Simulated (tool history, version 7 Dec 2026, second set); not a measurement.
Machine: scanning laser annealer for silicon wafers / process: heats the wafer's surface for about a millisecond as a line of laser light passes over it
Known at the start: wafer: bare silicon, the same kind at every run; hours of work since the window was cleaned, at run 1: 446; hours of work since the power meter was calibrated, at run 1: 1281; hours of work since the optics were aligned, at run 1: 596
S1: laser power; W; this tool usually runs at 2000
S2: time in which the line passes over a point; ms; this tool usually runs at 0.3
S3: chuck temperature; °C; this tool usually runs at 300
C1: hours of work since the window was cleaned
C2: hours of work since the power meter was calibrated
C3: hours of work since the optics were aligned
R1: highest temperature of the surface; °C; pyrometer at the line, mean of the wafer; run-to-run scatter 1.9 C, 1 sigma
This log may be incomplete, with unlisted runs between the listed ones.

{"run": 1, "hour": 0.0, "S1": 2000, "S2": 0.3, "S3": 300, "C1": 446, "C2": 1281, "C3": 596, "R1": 1097}
{"run": 2, "hour": 72.2, "S1": 2000, "S2": 0.3, "S3": 300, "C1": 482, "C2": 1317, "C3": 632, "R1": 1096}
{"run": 3, "hour": 128.1, "S1": 2000, "S2": 0.3, "S3": 300, "C1": 509, "C2": 1344, "C3": 660, "R1": 1097}
{"run": 4, "hour": 197.1, "S1": 2000, "S2": 0.3, "S3": 300, "C1": 544, "C2": 1379, "C3": 695, "R1": 1098}
{"run": 5, "hour": 288.0, "S1": 2000, "S2": 0.3, "S3": 300, "C1": 589, "C2": 1424, "C3": 740, "R1": 1100}
{"run": 6, "hour": 370.6, "S1": 2197, "S2": 0.222, "S3": 300, "C1": 630, "C2": 1465, "C3": 781, "R1": 1044}
{"hour": 418.2, "done": "window over the wafer cleaned"}
{"run": 7, "hour": 433.8, "S1": 2197, "S2": 0.222, "S3": 300, "C1": 8, "C2": 1496, "C3": 812, "R1": 1043}
{"run": 8, "hour": 484.8, "S1": 2197, "S2": 0.222, "S3": 300, "C1": 33, "C2": 1521, "C3": 837, "R1": 1041}
{"run": 9, "hour": 534.6, "S1": 2197, "S2": 0.222, "S3": 300, "C1": 58, "C2": 1546, "C3": 862, "R1": 1042}
{"run": 10, "hour": 598.3, "S1": 2197, "S2": 0.222, "S3": 300, "C1": 90, "C2": 1578, "C3": 894, "R1": 1043}

Below are 3 alternative next runs, each starting from the tool's condition after run 10. Predict each:
{"run": "A", "hour": 681.0, "S1": 1731, "S2": 0.356, "S3": 276, "C1": 131, "C2": 1619, "C3": 935, "R1": "?"}
{"run": "B", "hour": 681.0, "S1": 1951, "S2": 0.222, "S3": 300, "C1": 131, "C2": 1619, "C3": 935, "R1": "?"}
{"run": "C", "hour": 681.0, "S1": 2199, "S2": 0.3, "S3": 300, "C1": 131, "C2": 1619, "C3": 935, "R1": "?"}

run=A R1=1023
run=B R1=950
run=C R1=1189
Without the tool's hidden state the same runs would have given:
run=A R1=1023
run=B R1=950
run=C R1=1189
